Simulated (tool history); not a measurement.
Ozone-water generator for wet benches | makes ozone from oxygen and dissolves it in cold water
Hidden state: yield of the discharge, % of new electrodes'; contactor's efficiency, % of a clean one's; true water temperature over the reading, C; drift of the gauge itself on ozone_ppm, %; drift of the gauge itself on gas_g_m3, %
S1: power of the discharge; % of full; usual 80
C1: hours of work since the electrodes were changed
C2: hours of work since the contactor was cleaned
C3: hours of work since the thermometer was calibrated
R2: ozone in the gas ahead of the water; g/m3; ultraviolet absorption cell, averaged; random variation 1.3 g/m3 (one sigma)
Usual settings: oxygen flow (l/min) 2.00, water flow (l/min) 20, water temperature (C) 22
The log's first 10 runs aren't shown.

run 11 day=15.754 | S1=80 oxygen_flow_(l/min)=2.00 water_flow_(l/min)=20 water_temperature_(C)=22 | C1=1125 C2=2876 C3=884 | dissolved_ozone_(ppm)=11.8 R2=225.6
run 12 day=17.354 | S1=80 oxygen_flow_(l/min)=2.00 water_flow_(l/min)=20 water_temperature_(C)=22 | C1=1159 C2=2910 C3=918 | dissolved_ozone_(ppm)=11.6 R2=229.1
run 13 day=18.521 | S1=80 oxygen_flow_(l/min)=2.00 water_flow_(l/min)=20 water_temperature_(C)=22 | C1=1184 C2=2935 C3=943 | dissolved_ozone_(ppm)=11.5 R2=230.4
run 14 day=20.062 | S1=80 oxygen_flow_(l/min)=2.00 water_flow_(l/min)=20 water_temperature_(C)=22 | C1=1217 C2=2968 C3=976 | dissolved_ozone_(ppm)=11.4 R2=227.4
run 15 day=21.996 | S1=80 oxygen_flow_(l/min)=2.00 water_flow_(l/min)=20 water_temperature_(C)=22 | C1=1258 C2=3009 C3=1017 | dissolved_ozone_(ppm)=11.6 R2=227.3
run 16 day=23.912 | S1=80 oxygen_flow_(l/min)=2.00 water_flow_(l/min)=20 water_temperature_(C)=22 | C1=1299 C2=3050 C3=1058 | dissolved_ozone_(ppm)=11.7 R2=227.7
run 17 day=25.192 | S1=80 oxygen_flow_(l/min)=2.00 water_flow_(l/min)=20 water_temperature_(C)=22 | C1=1327 C2=3078 C3=1086 | dissolved_ozone_(ppm)=11.9 R2=226.4
run 18 day=27.208 | S1=80 oxygen_flow_(l/min)=2.00 water_flow_(l/min)=29 water_temperature_(C)=29 | C1=1370 C2=3121 C3=1129 | dissolved_ozone_(ppm)=7.8 R2=227.6
-- day=28.258 contactor cleaned
run 19 day=29.579 | S1=97 oxygen_flow_(l/min)=1.91 water_flow_(l/min)=17 water_temperature_(C)=16 | C1=1417 C2=28 C3=1176 | dissolved_ozone_(ppm)=17.1 R2=273.6
run 20 day=31.300 | S1=97 oxygen_flow_(l/min)=1.91 water_flow_(l/min)=23 water_temperature_(C)=26 | C1=1454 C2=65 C3=1213 | dissolved_ozone_(ppm)=12.0 R2=269.8
run 21 day=32.983 | S1=66 oxygen_flow_(l/min)=2.53 water_flow_(l/min)=12 water_temperature_(C)=20 | C1=1490 C2=101 C3=1249 | dissolved_ozone_(ppm)=16.9 R2=171.7
run 22 day=35.017 | S1=74 oxygen_flow_(l/min)=3.42 water_flow_(l/min)=21 water_temperature_(C)=18 | C1=1533 C2=144 C3=1292 | dissolved_ozone_(ppm)=12.8 R2=166.2
run 23 day=36.700 | S1=74 oxygen_flow_(l/min)=3.42 water_flow_(l/min)=21 water_temperature_(C)=18 | C1=1569 C2=180 C3=1328 | dissolved_ozone_(ppm)=12.7 R2=164.6
run 24 day=38.412 | S1=66 oxygen_flow_(l/min)=1.09 water_flow_(l/min)=19 water_temperature_(C)=16 | C1=1606 C2=217 C3=1365 | dissolved_ozone_(ppm)=9.1 R2=255.6
run 25 day=39.483 | S1=80 oxygen_flow_(l/min)=2.00 water_flow_(l/min)=17 water_temperature_(C)=22 | C1=1629 C2=240 C3=1388 | dissolved_ozone_(ppm)=13.9 R2=223.7
run 26 day=41.846 | S1=80 oxygen_flow_(l/min)=1.91 water_flow_(l/min)=18 water_temperature_(C)=22 | C1=1679 C2=290 C3=1438 | dissolved_ozone_(ppm)=13.0 R2=229.2
run 27 day=43.008 | S1=54 oxygen_flow_(l/min)=2.00 water_flow_(l/min)=20 water_temperature_(C)=22 | C1=1704 C2=315 C3=1463 | dissolved_ozone_(ppm)=8.8 R2=163.9
run 28 day=44.900 | S1=61 oxygen_flow_(l/min)=1.85 water_flow_(l/min)=32 water_temperature_(C)=23 | C1=1744 C2=356 C3=1503 | dissolved_ozone_(ppm)=6.1 R2=185.5
run 29 day=46.483 | S1=80 oxygen_flow_(l/min)=2.00 water_flow_(l/min)=28 water_temperature_(C)=24 | C1=1778 C2=389 C3=1537 | dissolved_ozone_(ppm)=8.8 R2=222.5
run 30 day=47.917 | S1=80 oxygen_flow_(l/min)=1.54 water_flow_(l/min)=26 water_temperature_(C)=24 | C1=1809 C2=420 C3=1568 | dissolved_ozone_(ppm)=8.4 R2=252.0
run 31 day=50.300 | S1=56 oxygen_flow_(l/min)=2.00 water_flow_(l/min)=22 water_temperature_(C)=22 | C1=1860 C2=471 C3=1619 | dissolved_ozone_(ppm)=8.1 R2=167.8
run 32 day=52.462 | S1=75 oxygen_flow_(l/min)=2.00 water_flow_(l/min)=22 water_temperature_(C)=16 | C1=1906 C2=517 C3=1665 | dissolved_ozone_(ppm)=10.9 R2=211.5
run 33 day=54.471 | S1=75 oxygen_flow_(l/min)=1.10 water_flow_(l/min)=22 water_temperature_(C)=16 | C1=1949 C2=560 C3=1708 | dissolved_ozone_(ppm)=8.6 R2=280.6

4 ways to go on from here, each from the tool as it stands after run 33. What would each give?
run A day=56.983 | S1=75 oxygen_flow_(l/min)=1.10 water_flow_(l/min)=27 water_temperature_(C)=16 | C1=2003 C2=614 C3=1762 | dissolved_ozone_(ppm)=? R2=?
run B day=56.983 | S1=55 oxygen_flow_(l/min)=2.27 water_flow_(l/min)=18 water_temperature_(C)=16 | C1=2003 C2=614 C3=1762 | dissolved_ozone_(ppm)=? R2=?
run C day=56.983 | S1=51 oxygen_flow_(l/min)=1.13 water_flow_(l/min)=12 water_temperature_(C)=16 | C1=2003 C2=614 C3=1762 | dissolved_ozone_(ppm)=? R2=?
run D day=56.983 | S1=75 oxygen_flow_(l/min)=1.44 water_flow_(l/min)=12 water_temperature_(C)=14 | C1=2003 C2=614 C3=1762 | dissolved_ozone_(ppm)=? R2=?

run=A dissolved_ozone_(ppm)=7.1 R2=279.0
run=B dissolved_ozone_(ppm)=10.5 R2=155.4
run=C dissolved_ozone_(ppm)=11.6 R2=200.6
run=D dissolved_ozone_(ppm)=17.1 R2=245.2
Without the tool's hidden state the same runs would have given:
run=A dissolved_ozone_(ppm)=7.5 R2=294.1
run=B dissolved_ozone_(ppm)=11.1 R2=161.7
run=C dissolved_ozone_(ppm)=12.2 R2=208.1
run=D dissolved_ozone_(ppm)=18.2 R2=258.5
